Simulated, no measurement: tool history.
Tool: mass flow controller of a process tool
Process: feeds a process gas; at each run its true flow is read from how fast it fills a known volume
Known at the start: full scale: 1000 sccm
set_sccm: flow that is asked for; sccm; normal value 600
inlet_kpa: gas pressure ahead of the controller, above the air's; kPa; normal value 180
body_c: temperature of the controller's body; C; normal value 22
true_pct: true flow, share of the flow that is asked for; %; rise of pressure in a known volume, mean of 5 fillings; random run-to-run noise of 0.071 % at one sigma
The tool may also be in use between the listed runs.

run 1 hour=0 | set_sccm=600 inlet_kpa=180 body_c=22 | true_pct=100.71
run 2 hour=46.4 | set_sccm=600 inlet_kpa=180 body_c=22 | true_pct=100.89
run 3 hour=93.8 | set_sccm=600 inlet_kpa=180 body_c=22 | true_pct=100.77
run 4 hour=141.1 | set_sccm=600 inlet_kpa=254 body_c=22 | true_pct=101.53
run 5 hour=212.8 | set_sccm=600 inlet_kpa=180 body_c=22 | true_pct=100.99
run 6 hour=251.7 | set_sccm=600 inlet_kpa=250 body_c=22 | true_pct=101.47
run 7 hour=286.3 | set_sccm=600 inlet_kpa=250 body_c=22 | true_pct=101.45
run 8 hour=340.2 | set_sccm=600 inlet_kpa=250 body_c=22 | true_pct=101.37
-- hour=347.2 controller's zero set anew
run 9 hour=394.4 | set_sccm=600 inlet_kpa=250 body_c=22 | true_pct=101.55
run 10 hour=426.3 | set_sccm=600 inlet_kpa=180 body_c=22 | true_pct=101
-- hour=455.3 controller's zero set anew, once more
run 11 hour=485.8 | set_sccm=600 inlet_kpa=180 body_c=22 | true_pct=100.41
run 12 hour=525.7 | set_sccm=209 inlet_kpa=180 body_c=22 | true_pct=99.98
run 13 hour=590.3 | set_sccm=209 inlet_kpa=180 body_c=22 | true_pct=100.16
run 14 hour=637.2 | set_sccm=600 inlet_kpa=180 body_c=22 | true_pct=100.34
run 15 hour=687.9 | set_sccm=600 inlet_kpa=180 body_c=22 | true_pct=100.34
run 16 hour=737.2 | set_sccm=600 inlet_kpa=180 body_c=22 | true_pct=100.41
run 17 hour=806.6 | set_sccm=146 inlet_kpa=180 body_c=22 | true_pct=100.37
run 18 hour=867.8 | set_sccm=600 inlet_kpa=220 body_c=30 | true_pct=100.36
run 19 hour=900 | set_sccm=600 inlet_kpa=217 body_c=30 | true_pct=100.33
run 20 hour=968.5 | set_sccm=600 inlet_kpa=144 body_c=27 | true_pct=100
run 21 hour=1040.8 | set_sccm=186 inlet_kpa=168 body_c=23 | true_pct=100.2
run 22 hour=1071.4 | set_sccm=209 inlet_kpa=155 body_c=22 | true_pct=100.03
run 23 hour=1112 | set_sccm=209 inlet_kpa=155 body_c=22 | true_pct=100.06
run 24 hour=1147.7 | set_sccm=428 inlet_kpa=188 body_c=22 | true_pct=100.44
run 25 hour=1220.6 | set_sccm=739 inlet_kpa=253 body_c=28 | true_pct=101.1
run 26 hour=1270 | set_sccm=600 inlet_kpa=159 body_c=31 | true_pct=99.93
run 27 hour=1317.4 | set_sccm=112 inlet_kpa=159 body_c=22 | true_pct=100.68

Branching from run 27: 4 alternative next runs. What would each branch give?
run A hour=1351.1 | set_sccm=899 inlet_kpa=180 body_c=22 | true_pct=?
run B hour=1351.1 | set_sccm=668 inlet_kpa=168 body_c=29 | true_pct=?
run C hour=1351.1 | set_sccm=297 inlet_kpa=227 body_c=21 | true_pct=?
run D hour=1351.1 | set_sccm=112 inlet_kpa=159 body_c=38 | true_pct=?

run=A true_pct=100.87
run=B true_pct=100.24
run=C true_pct=100.69
run=D true_pct=99.88
The same runs, with their run-to-run variation unchanged, on a tool lacking any hidden condition would have given:
run=A true_pct=99.8
run=B true_pct=99.12
run=C true_pct=99.31
run=D true_pct=97.72
